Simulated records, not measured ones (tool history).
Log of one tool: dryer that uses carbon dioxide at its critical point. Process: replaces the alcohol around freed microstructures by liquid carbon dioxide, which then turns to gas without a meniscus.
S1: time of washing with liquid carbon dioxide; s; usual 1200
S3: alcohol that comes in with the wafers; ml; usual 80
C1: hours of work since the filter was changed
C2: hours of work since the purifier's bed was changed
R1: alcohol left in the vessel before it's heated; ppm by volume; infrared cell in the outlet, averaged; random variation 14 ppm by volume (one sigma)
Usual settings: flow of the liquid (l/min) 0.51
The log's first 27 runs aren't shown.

{"run": 28, "hour": 840.1, "S1": 1620, "flow of the liquid (l/min)": 0.428, "S3": 22, "C1": 280, "C2": 352, "R1": 335}
{"hour": 853.5, "done": "inlet filter changed"}
{"run": 29, "hour": 868.5, "S1": 840, "flow of the liquid (l/min)": 0.314, "S3": 30, "C1": 6, "C2": 363, "R1": 2905}
{"run": 30, "hour": 902.6, "S1": 720, "flow of the liquid (l/min)": 0.326, "S3": 114, "C1": 21, "C2": 378, "R1": 13228}
{"run": 31, "hour": 919.7, "S1": 1200, "flow of the liquid (l/min)": 0.703, "S3": 26, "C1": 28, "C2": 385, "R1": 200}
{"run": 32, "hour": 937.5, "S1": 1020, "flow of the liquid (l/min)": 0.319, "S3": 31, "C1": 36, "C2": 393, "R1": 2168}
{"run": 33, "hour": 969.5, "S1": 1020, "flow of the liquid (l/min)": 0.704, "S3": 51, "C1": 49, "C2": 406, "R1": 491}
{"run": 34, "hour": 1007.3, "S1": 1200, "flow of the liquid (l/min)": 0.51, "S3": 53, "C1": 65, "C2": 422, "R1": 800}
{"run": 35, "hour": 1037.7, "S1": 1260, "flow of the liquid (l/min)": 0.338, "S3": 78, "C1": 78, "C2": 435, "R1": 2989}
{"run": 36, "hour": 1068.1, "S1": 1260, "flow of the liquid (l/min)": 0.338, "S3": 78, "C1": 91, "C2": 448, "R1": 3026}
{"run": 37, "hour": 1106.4, "S1": 1260, "flow of the liquid (l/min)": 0.338, "S3": 78, "C1": 107, "C2": 464, "R1": 3076}
{"run": 38, "hour": 1123.5, "S1": 1200, "flow of the liquid (l/min)": 0.53, "S3": 80, "C1": 115, "C2": 472, "R1": 1081}
{"run": 39, "hour": 1143.3, "S1": 1200, "flow of the liquid (l/min)": 0.53, "S3": 80, "C1": 123, "C2": 480, "R1": 1093}

Forecast run 40:
{"run": 40, "hour": 1162.1, "S1": 1200, "flow of the liquid (l/min)": 0.53, "S3": 80, "C1": 131, "C2": 488, "R1": "?"}

Run 40 gave R1 1142 ppm by volume.
Without the tool's hidden state the same run would have given R1 807 ppm by volume.
